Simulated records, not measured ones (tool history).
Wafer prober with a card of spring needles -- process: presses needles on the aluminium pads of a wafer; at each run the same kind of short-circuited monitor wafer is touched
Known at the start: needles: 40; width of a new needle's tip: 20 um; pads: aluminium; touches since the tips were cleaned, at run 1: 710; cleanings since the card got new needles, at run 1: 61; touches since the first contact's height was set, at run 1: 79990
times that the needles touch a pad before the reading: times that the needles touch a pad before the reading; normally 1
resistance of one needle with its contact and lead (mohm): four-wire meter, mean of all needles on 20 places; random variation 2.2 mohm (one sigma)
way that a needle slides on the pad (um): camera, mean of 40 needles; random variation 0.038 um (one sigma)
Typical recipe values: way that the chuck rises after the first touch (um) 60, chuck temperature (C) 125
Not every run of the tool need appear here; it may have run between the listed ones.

| run | day | way that the chuck rises after the first touch (um) | chuck temperature (C) | times that the needles touch a pad before the reading | touches since the tips were cleaned | cleanings since the card got new needles | touches since the first contact's height was set | resistance of one needle with its contact and lead (mohm) | way that a needle slides on the pad (um) |
|---|---|---|---|---|---|---|---|---|---|
| 1 | 0 | 60 | 125 | 1 | 710 | 61 | 79990 | 241 | 8.88 |
|  | 0.346 | tips cleaned on abrasive film |
| 2 | 0.546 | 60 | 125 | 1 | 3011 | 62 | 88105 | 240 | 8.86 |
|  | 0.775 | tips cleaned on abrasive film |
| 3 | 1.033 | 60 | 125 | 1 | 3880 | 63 | 95410 | 240 | 8.87 |
|  | 1.217 | tips cleaned on abrasive film |
|  | 1.629 | tips cleaned on abrasive film |
| 4 | 1.729 | 60 | 125 | 1 | 1504 | 65 | 105704 | 238 | 8.88 |
|  | 2.029 | tips cleaned on abrasive film |
|  | 2.442 | tips cleaned on abrasive film |
| 5 | 2.55 | 49 | 125 | 1 | 1587 | 67 | 117918 | 245 | 7.22 |
|  | 2.858 | tips cleaned on abrasive film |
|  | 3.254 | tips cleaned on abrasive film |
| 6 | 3.308 | 60 | 125 | 1 | 783 | 69 | 129203 | 236 | 8.9 |
|  | 3.65 | tips cleaned on abrasive film |
| 7 | 4.004 | 60 | 125 | 3 | 5348 | 70 | 139609 | 243 | 8.92 |
|  | 4.046 | tips cleaned on abrasive film |
|  | 4.446 | tips cleaned on abrasive film |
| 8 | 4.575 | 60 | 125 | 3 | 1983 | 72 | 148076 | 245 | 8.9 |
|  | 4.896 | tips cleaned on abrasive film |
| 9 | 5.067 | 60 | 125 | 3 | 2612 | 73 | 155405 | 240 | 8.84 |
|  | 5.246 | height of the first contact set anew |
|  | 5.358 | tips cleaned on abrasive film |
|  | 5.75 | tips cleaned on abrasive film |
| 10 | 5.871 | 78 | 125 | 1 | 1814 | 75 | 9254 | 234 | 11.55 |
|  | 6.146 | tips cleaned on abrasive film |
| 11 | 6.212 | 78 | 125 | 1 | 992 | 76 | 14341 | 238 | 11.59 |
|  | 6.562 | tips cleaned on abrasive film |
| 12 | 6.712 | 60 | 58 | 2 | 2240 | 77 | 21780 | 223 | 8.88 |
|  | 6.971 | tips cleaned on abrasive film |
| 13 | 7.312 | 71 | 125 | 1 | 5157 | 78 | 30746 | 238 | 10.48 |
|  | 7.425 | tips cleaned on abrasive film |
|  | 7.829 | tips cleaned on abrasive film |
| 14 | 8.05 | 74 | 110 | 1 | 3291 | 80 | 41685 | 229 | 10.97 |
|  | 8.229 | tips cleaned on abrasive film |
| 15 | 8.529 | 71 | 33 | 2 | 4554 | 81 | 48853 | 218 | 10.56 |
|  | 8.654 | tips cleaned on abrasive film |
|  | 9.088 | tips cleaned on abrasive film |
| 16 | 9.104 | 71 | 36 | 2 | 258 | 83 | 57352 | 211 | 10.58 |
|  | 9.546 | tips cleaned on abrasive film |
| 17 | 9.742 | 44 | 125 | 1 | 2960 | 84 | 66873 | 251 | 6.52 |

Here are 4 independent what-if runs from the current tool condition. What would each one return?
|  | 9.996 | tips cleaned on abrasive film |
|  | 10.429 | tips cleaned on abrasive film |
| A | 10.479 | 42 | 49 | 2 | 754 | 86 | 77809 | ? | ? |
|  | 9.996 | tips cleaned on abrasive film |
|  | 10.429 | tips cleaned on abrasive film |
| B | 10.479 | 54 | 61 | 1 | 754 | 86 | 77809 | ? | ? |
|  | 9.996 | tips cleaned on abrasive film |
|  | 10.429 | tips cleaned on abrasive film |
| C | 10.479 | 60 | 66 | 1 | 754 | 86 | 77809 | ? | ? |
|  | 9.996 | tips cleaned on abrasive film |
|  | 10.429 | tips cleaned on abrasive film |
| D | 10.479 | 60 | 125 | 2 | 754 | 86 | 77809 | ? | ? |

| run | resistance of one needle with its contact and lead (mohm) | way that a needle slides on the pad (um) |
|---|---|---|
| A | 231 | 6.23 |
| B | 226 | 8.05 |
| C | 226 | 8.91 |
| D | 238 | 8.99 |
Had the tool no hidden state, the same runs would have come out as:
| run | resistance of one needle with its contact and lead (mohm) | way that a needle slides on the pad (um) |
|---|---|---|
| A | 230 | 6.18 |
| B | 226 | 7.98 |
| C | 226 | 8.84 |
| D | 238 | 8.91 |

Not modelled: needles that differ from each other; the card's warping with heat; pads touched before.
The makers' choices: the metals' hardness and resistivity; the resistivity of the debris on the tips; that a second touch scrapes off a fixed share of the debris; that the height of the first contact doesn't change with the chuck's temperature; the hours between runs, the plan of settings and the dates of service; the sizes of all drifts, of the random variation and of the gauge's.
